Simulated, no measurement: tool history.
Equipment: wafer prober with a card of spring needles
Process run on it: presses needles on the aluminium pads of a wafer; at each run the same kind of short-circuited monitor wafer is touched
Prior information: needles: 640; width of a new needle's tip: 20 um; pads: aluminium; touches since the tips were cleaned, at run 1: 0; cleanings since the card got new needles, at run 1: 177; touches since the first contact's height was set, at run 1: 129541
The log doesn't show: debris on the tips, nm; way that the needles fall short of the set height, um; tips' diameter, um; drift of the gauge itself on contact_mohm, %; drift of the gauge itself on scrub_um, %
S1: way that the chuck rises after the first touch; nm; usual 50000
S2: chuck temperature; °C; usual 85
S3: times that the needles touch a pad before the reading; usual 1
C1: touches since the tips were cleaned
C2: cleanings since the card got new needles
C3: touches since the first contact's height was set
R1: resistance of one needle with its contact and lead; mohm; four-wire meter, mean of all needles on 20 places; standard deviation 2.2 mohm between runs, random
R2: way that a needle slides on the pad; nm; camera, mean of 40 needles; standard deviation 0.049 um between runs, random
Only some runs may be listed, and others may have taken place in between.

| run | hour | S1 | S2 | S3 | C1 | C2 | C3 | R1 | R2 |
|---|---|---|---|---|---|---|---|---|---|
| 1 | 0 | 50000 | 85 | 1 | 0 | 177 | 129541 | 245 | 10920 |
|  | 7.4 | tips cleaned on abrasive film |
|  | 16.7 | tips cleaned on abrasive film |
|  | 26 | tips cleaned on abrasive film |
|  | 35.3 | tips cleaned on abrasive film |
|  | 44.6 | tips cleaned on abrasive film |
|  | 52 | tips cleaned on abrasive film |
|  | 61.3 | tips cleaned on abrasive film |
| 2 | 61.3 | 50000 | 45 | 1 | 33 | 184 | 169390 | 235 | 10870 |
|  | 68.8 | tips cleaned on abrasive film |
|  | 78.1 | tips cleaned on abrasive film |
|  | 82 | height of the first contact set anew |
|  | 87.6 | tips cleaned on abrasive film |
|  | 96.9 | tips cleaned on abrasive film |
|  | 104.4 | tips cleaned on abrasive film |
|  | 113.6 | tips cleaned on abrasive film |
|  | 121.1 | tips cleaned on abrasive film |
|  | 130.4 | tips cleaned on abrasive film |
|  | 139.7 | tips cleaned on abrasive film |
| 3 | 146.5 | 36000 | 85 | 1 | 4512 | 193 | 41914 | 247 | 7830 |
|  | 148.5 | tips cleaned on abrasive film |
|  | 157.7 | tips cleaned on abrasive film |
|  | 167 | tips cleaned on abrasive film |
|  | 176.3 | tips cleaned on abrasive film |
|  | 183.7 | tips cleaned on abrasive film |
|  | 193 | tips cleaned on abrasive film |
|  | 202.3 | tips cleaned on abrasive film |
|  | 211.6 | tips cleaned on abrasive film |
|  | 220.9 | tips cleaned on abrasive film |
|  | 228.3 | tips cleaned on abrasive film |
|  | 237.6 | tips cleaned on abrasive film |
| 4 | 239.6 | 36000 | 85 | 1 | 1339 | 204 | 102372 | 253 | 7890 |
|  | 245.2 | tips cleaned on abrasive film |
|  | 252.7 | tips cleaned on abrasive film |
|  | 261.9 | tips cleaned on abrasive film |
|  | 271.2 | tips cleaned on abrasive film |
|  | 280.5 | tips cleaned on abrasive film |
|  | 287.9 | tips cleaned on abrasive film |
| 5 | 288.8 | 36000 | 29 | 1 | 581 | 210 | 134318 | 230 | 7710 |
|  | 296.3 | tips cleaned on abrasive film |
|  | 305.5 | tips cleaned on abrasive film |
|  | 313 | tips cleaned on abrasive film |
|  | 322.3 | tips cleaned on abrasive film |
|  | 331.5 | tips cleaned on abrasive film |
|  | 340.8 | tips cleaned on abrasive film |
|  | 350.1 | tips cleaned on abrasive film |
|  | 359.4 | tips cleaned on abrasive film |
|  | 363.4 | height of the first contact set anew |
|  | 369 | tips cleaned on abrasive film |
| 6 | 375.4 | 36000 | 29 | 1 | 4242 | 219 | 7861 | 235 | 7800 |
|  | 377.4 | tips cleaned on abrasive film |
|  | 384.8 | tips cleaned on abrasive film |
|  | 394.1 | tips cleaned on abrasive film |
|  | 403.4 | tips cleaned on abrasive film |
|  | 412.6 | tips cleaned on abrasive film |
| 7 | 416.5 | 36000 | 29 | 1 | 2532 | 224 | 34522 | 234 | 7840 |
|  | 420.3 | tips cleaned on abrasive film |
|  | 429.5 | tips cleaned on abrasive film |
|  | 437 | tips cleaned on abrasive film |
|  | 446.3 | tips cleaned on abrasive film |
|  | 453.7 | tips cleaned on abrasive film |
|  | 463 | tips cleaned on abrasive film |
|  | 472.3 | tips cleaned on abrasive film |
|  | 481.5 | tips cleaned on abrasive film |
|  | 490.8 | tips cleaned on abrasive film |
|  | 502.8 | card fitted with new needles |
|  | 510.3 | tips cleaned on abrasive film |
| 8 | 511.4 | 36000 | 34 | 1 | 750 | 1 | 5577 | 237 | 7840 |
|  | 518.8 | tips cleaned on abrasive film |
|  | 528.1 | tips cleaned on abrasive film |
|  | 537.4 | tips cleaned on abrasive film |
|  | 546.7 | tips cleaned on abrasive film |
| 9 | 551.5 | 36000 | 34 | 1 | 3179 | 5 | 31680 | 237 | 7850 |
|  | 555.3 | tips cleaned on abrasive film |
|  | 564.6 | tips cleaned on abrasive film |
|  | 573.9 | tips cleaned on abrasive film |
|  | 583.1 | tips cleaned on abrasive film |
|  | 590.6 | tips cleaned on abrasive film |
| 10 | 594.4 | 36000 | 34 | 1 | 2484 | 10 | 59501 | 237 | 7790 |
|  | 598.1 | tips cleaned on abrasive film |
|  | 607.4 | tips cleaned on abrasive film |
|  | 616.7 | tips cleaned on abrasive film |
|  | 626 | tips cleaned on abrasive film |
|  | 635.2 | tips cleaned on abrasive film |
|  | 644.5 | tips cleaned on abrasive film |
|  | 653.8 | tips cleaned on abrasive film |
|  | 661.2 | tips cleaned on abrasive film |
|  | 670.5 | tips cleaned on abrasive film |
|  | 679.8 | tips cleaned on abrasive film |
| 11 | 680.4 | 39000 | 34 | 1 | 418 | 20 | 115415 | 237 | 8460 |
|  | 687.9 | tips cleaned on abrasive film |
|  | 697.2 | tips cleaned on abrasive film |
|  | 706.4 | tips cleaned on abrasive film |
|  | 713.9 | tips cleaned on abrasive film |
|  | 723.2 | tips cleaned on abrasive film |
| 12 | 724.3 | 50000 | 85 | 1 | 745 | 25 | 143910 | 247 | 10800 |
|  | 731.7 | tips cleaned on abrasive film |
|  | 739.2 | tips cleaned on abrasive film |
|  | 748.5 | tips cleaned on abrasive film |
|  | 757.7 | tips cleaned on abrasive film |
|  | 765.2 | tips cleaned on abrasive film |
|  | 774.5 | tips cleaned on abrasive film |
|  | 783.7 | tips cleaned on abrasive film |
|  | 784 | height of the first contact set anew |
|  | 793.3 | tips cleaned on abrasive film |
|  | 802.6 | tips cleaned on abrasive film |
|  | 810.1 | tips cleaned on abrasive film |
|  | 818.3 | tips cleaned on abrasive film |
| 13 | 818.3 | 50000 | 85 | 1 | 0 | 36 | 22215 | 247 | 10810 |
|  | 827.5 | tips cleaned on abrasive film |
|  | 836.8 | tips cleaned on abrasive film |
|  | 846.1 | tips cleaned on abrasive film |
|  | 853.5 | tips cleaned on abrasive film |
|  | 862.8 | tips cleaned on abrasive film |
|  | 872.1 | tips cleaned on abrasive film |
|  | 881.4 | tips cleaned on abrasive film |
| 14 | 884.9 | 50000 | 46 | 2 | 2339 | 43 | 65573 | 234 | 10810 |
|  | 890.5 | tips cleaned on abrasive film |
|  | 898 | tips cleaned on abrasive film |
|  | 907.3 | tips cleaned on abrasive film |
|  | 914.7 | tips cleaned on abrasive film |
|  | 924 | tips cleaned on abrasive film |
| 15 | 927.9 | 50000 | 58 | 2 | 2545 | 48 | 93454 | 236 | 10760 |
|  | 931.6 | tips cleaned on abrasive film |
|  | 940.9 | tips cleaned on abrasive film |
|  | 948.3 | tips cleaned on abrasive film |
|  | 957.6 | tips cleaned on abrasive film |
|  | 966.9 | tips cleaned on abrasive film |
|  | 974.4 | tips cleaned on abrasive film |
|  | 983.6 | tips cleaned on abrasive film |
|  | 992.9 | tips cleaned on abrasive film |
|  | 1002.2 | tips cleaned on abrasive film |
|  | 1011.5 | tips cleaned on abrasive film |
| 16 | 1018.7 | 50000 | 58 | 2 | 4734 | 58 | 152480 | 237 | 10730 |
|  | 1020.6 | tips cleaned on abrasive film |
|  | 1029.9 | tips cleaned on abrasive film |
|  | 1039.2 | tips cleaned on abrasive film |
|  | 1048.4 | tips cleaned on abrasive film |
|  | 1057.7 | tips cleaned on abrasive film |
|  | 1065.4 | height of the first contact set anew |
|  | 1067.3 | tips cleaned on abrasive film |
|  | 1076.6 | tips cleaned on abrasive film |
| 17 | 1078.2 | 50000 | 58 | 2 | 1050 | 65 | 8289 | 241 | 10780 |
|  | 1085.6 | tips cleaned on abrasive film |
|  | 1094.9 | tips cleaned on abrasive film |
|  | 1104.2 | tips cleaned on abrasive film |
|  | 1113.5 | tips cleaned on abrasive film |
|  | 1122.7 | tips cleaned on abrasive film |
| 18 | 1129.2 | 38000 | 56 | 1 | 4240 | 70 | 41485 | 241 | 8290 |
|  | 1131.1 | tips cleaned on abrasive film |
|  | 1140.4 | tips cleaned on abrasive film |
|  | 1149.7 | tips cleaned on abrasive film |
|  | 1159 | tips cleaned on abrasive film |
|  | 1168.2 | tips cleaned on abrasive film |
|  | 1175.7 | tips cleaned on abrasive film |
| 19 | 1176.2 | 67000 | 54 | 2 | 311 | 76 | 71958 | 231 | 14410 |

A few steps of R2 between consecutive runs. Split each: what settings, incoming material and random variation would produce without the hidden state, and what is left over for the hidden state, along with gauge scatter present in only one of the two compared results (measured, and without hidden state):
Run 18 -> 19: S1 38000 -> 67000, S2 56 -> 54, S3 1 -> 2, tips cleaned on abrasive film, tips cleaned on abrasive film, tips cleaned on abrasive film, tips cleaned on abrasive film, tips cleaned on abrasive film, tips cleaned on abrasive film. R2 +6120 nm: hidden state -80, all else +6200.
